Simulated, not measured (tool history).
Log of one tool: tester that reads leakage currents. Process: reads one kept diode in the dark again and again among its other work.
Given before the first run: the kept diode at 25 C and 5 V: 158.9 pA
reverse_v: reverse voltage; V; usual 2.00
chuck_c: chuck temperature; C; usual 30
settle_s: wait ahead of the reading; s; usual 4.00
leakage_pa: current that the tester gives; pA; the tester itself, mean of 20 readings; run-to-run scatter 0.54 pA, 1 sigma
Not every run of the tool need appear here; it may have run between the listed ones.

run    hour  reverse_v  chuck_c  settle_s  leakage_pa
  1     0.0       2.00       30      4.00      178.09
  2   253.8       2.00       30      4.00      178.37
  3   482.9       2.00       38      4.00      363.74
  4   698.1       2.00       38      4.00      365.21
  5   852.2       2.00       30      4.13      178.36
  6   989.3       2.00       30      4.13      178.14
     1096.5  -- probe card cleaned and baked
  7  1129.5       2.00       30      4.13      178.52
     1167.0  -- chuck's temperature calibrated
  8  1327.5       2.00       37      4.00      335.56
     1388.9  -- tester calibrated
  9  1552.6       2.00       37      4.00      336.33
 10  1799.2       2.00       37      4.00      335.82
 11  2016.7       2.00       30      4.00      177.73
 12  2171.6       2.00       52      4.00     1180.58
 13  2412.3       2.00       30      4.00      176.61
 14  2660.7       2.00       30      4.00      177.39
 15  2895.1       2.00       30      4.00      178.60
     2959.0  -- chuck's temperature calibrated
 16  3158.1       2.00       30      4.00      178.73
     3270.6  -- probe card cleaned and baked
 17  3382.7       3.01       25      7.20      129.71
 18  3648.8       3.01       25      7.20      130.01
 19  3859.6       3.01       25      7.20      130.01
 20  3978.8       2.91       54      4.00     1601.76
 21  4220.4       2.91       54      4.00     1602.76
     4258.9  -- tester calibrated
 22  4421.0       2.91       54      4.00     1603.62
 23  4620.1       4.72       30      4.00      248.63
     4756.9  -- chuck's temperature calibrated
 24  4775.5       3.72       31      5.57      248.67
 25  4984.7       3.72       21      5.57       95.82
 26  5246.9       4.37       54      1.64     1878.25

Predict the results of run 27:
 27  5361.7       4.37       54      0.31           ?

Run 27 yielded leakage_pa 1883.56 pA.
With no hidden state in the tool, this same run would have given leakage_pa 1882.72 pA.

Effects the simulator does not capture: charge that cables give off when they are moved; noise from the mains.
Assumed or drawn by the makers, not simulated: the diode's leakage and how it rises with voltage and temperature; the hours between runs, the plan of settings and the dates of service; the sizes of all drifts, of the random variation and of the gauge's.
